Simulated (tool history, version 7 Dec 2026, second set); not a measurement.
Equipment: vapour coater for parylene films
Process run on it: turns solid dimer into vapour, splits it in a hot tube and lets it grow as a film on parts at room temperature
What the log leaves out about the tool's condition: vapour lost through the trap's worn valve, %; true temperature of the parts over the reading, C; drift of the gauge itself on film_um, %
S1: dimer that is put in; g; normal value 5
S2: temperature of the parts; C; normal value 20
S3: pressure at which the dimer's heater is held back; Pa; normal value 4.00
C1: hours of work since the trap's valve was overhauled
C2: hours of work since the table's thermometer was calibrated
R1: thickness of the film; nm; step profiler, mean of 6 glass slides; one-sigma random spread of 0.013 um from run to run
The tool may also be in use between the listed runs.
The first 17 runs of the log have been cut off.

run   hour  S1  S2     S3   C1   C2    R1
 18  246.2   7  20   4.00  346  780  3240
 19  255.3   7  20   4.00  353  786  3270
 20  276.7   5  20   2.05  369  803  2550
 21  295.2   5  30   4.00  382  816  1920
 22  314.8   5  20  11.91  397  831  1960
 23  333.0   7  16  11.91  411  845  2940
 24  342.1   7  21   3.88  417  851  3210
     344.5  -- table's thermometer calibrated
 25  357.0   7  21   3.88  428    9  3200
 26  372.6   6  16  11.31  440   21  2580
 27  382.5   5  16   7.68  447   28  2290
 28  396.7   3  20   3.25  458   39  1450
 29  409.5   5  13   6.43  467   49  2480
 30  428.5   5  13   6.43  481   63  2450
 31  446.6   7  20   8.61  495   76  2920
 32  460.4   5  20   4.18  505   87  2320
 33  475.1   5  14   2.36  516   98  2830
     477.3  -- table's thermometer calibrated, once more
 34  486.7   3  19   9.89  524    7  1200
 35  496.9   6  17   2.70  532   15  3020
 36  515.4   6  17   2.70  545   28  3010
 37  528.0   3  17   2.42  555   38  1540
 38  546.6   2  14   4.00  569   52  1000

The next listed run, before its measurement:
 39  560.9   2  14  2.83  580  63   ?

{"run 39": {"R1": 1050}}
With the hidden condition absent and the run-to-run variation left alone, this run would have shown R1 1110 nm.
